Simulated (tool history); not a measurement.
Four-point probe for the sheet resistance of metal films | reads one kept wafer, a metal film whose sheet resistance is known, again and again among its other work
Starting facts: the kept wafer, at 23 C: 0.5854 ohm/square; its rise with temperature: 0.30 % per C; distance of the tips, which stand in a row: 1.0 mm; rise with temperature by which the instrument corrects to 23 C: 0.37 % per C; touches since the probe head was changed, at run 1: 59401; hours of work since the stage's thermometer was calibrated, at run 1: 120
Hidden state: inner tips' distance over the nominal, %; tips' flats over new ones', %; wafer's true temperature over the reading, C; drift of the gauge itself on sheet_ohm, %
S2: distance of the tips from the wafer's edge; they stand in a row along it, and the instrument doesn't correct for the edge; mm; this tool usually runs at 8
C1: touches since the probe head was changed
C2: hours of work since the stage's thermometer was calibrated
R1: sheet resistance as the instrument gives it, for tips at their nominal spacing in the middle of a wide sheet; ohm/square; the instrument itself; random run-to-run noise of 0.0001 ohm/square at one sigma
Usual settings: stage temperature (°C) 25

Run 1, hour 0: usual settings; C1 59401; C2 120. Result: R1 0.589372 ohm/square.
Run 2, hour 49: usual settings; C1 61160; C2 141. Result: R1 0.589532 ohm/square.
Run 3, hour 114.3: usual settings; C1 63505; C2 170. Result: R1 0.589438 ohm/square.
Run 4, hour 187.3: usual settings but S2 11 mm; C1 66126; C2 202. Result: R1 0.587047 ohm/square.
Run 5, hour 244.9: usual settings but S2 11 mm; C1 68196; C2 227. Result: R1 0.587173 ohm/square.
Run 6, hour 302.3: usual settings but S2 11 mm; C1 70257; C2 253. Result: R1 0.587045 ohm/square.
Run 7, hour 347.9: usual settings but S2 20 mm; C1 71893; C2 273. Result: R1 0.585508 ohm/square.
Run 8, hour 409.1: usual settings; C1 74092; C2 300. Result: R1 0.589418 ohm/square.
Run 9, hour 480.6: usual settings; C1 76658; C2 331. Result: R1 0.589263 ohm/square.
Run 10, hour 549.7: usual settings; C1 79138; C2 361. Result: R1 0.589424 ohm/square.
Run 11, hour 607.4: usual settings; C1 81210; C2 387. Result: R1 0.589206 ohm/square.
Run 12, hour 646.8: usual settings; C1 82625; C2 404. Result: R1 0.589404 ohm/square.
Run 13, hour 716: usual settings; C1 85110; C2 434. Result: R1 0.589401 ohm/square.
Run 14, hour 772.8: usual settings; C1 87149; C2 459. Result: R1 0.589384 ohm/square.
Run 15, hour 807.4: usual settings; C1 88393; C2 474. Result: R1 0.589337 ohm/square.
Run 16, hour 871: usual settings but stage temperature (°C) 21, S2 25 mm; C1 90676; C2 502. Result: R1 0.586764 ohm/square.
Run 17, hour 939.8: usual settings but stage temperature (°C) 21, S2 25 mm; C1 93147; C2 532. Result: R1 0.586784 ohm/square.
Run 18, hour 1008: usual settings but stage temperature (°C) 22, S2 5 mm; C1 95595; C2 562. Result: R1 0.598064 ohm/square.
Run 19, hour 1064.6: usual settings but S2 4 mm; C1 97626; C2 587. Result: R1 0.603604 ohm/square.
Run 20, hour 1120.6: usual settings but stage temperature (°C) 23, S2 75 mm; C1 99637; C2 612. Result: R1 0.585337 ohm/square.
Run 21, hour 1152.5: usual settings but stage temperature (°C) 18, S2 63 mm; C1 100784; C2 626. Result: R1 0.587709 ohm/square.

For run 22, what comes out?
Run 22, hour 1197.4: usual settings but stage temperature (°C) 33, S2 33 mm; C1 102398; C2 646. Result: R1 ?.

{"run 22": {"R1": 0.581373}}
On a tool with no hidden condition, and with the same random variation, this run would have come out at R1 0.581427 ohm/square.
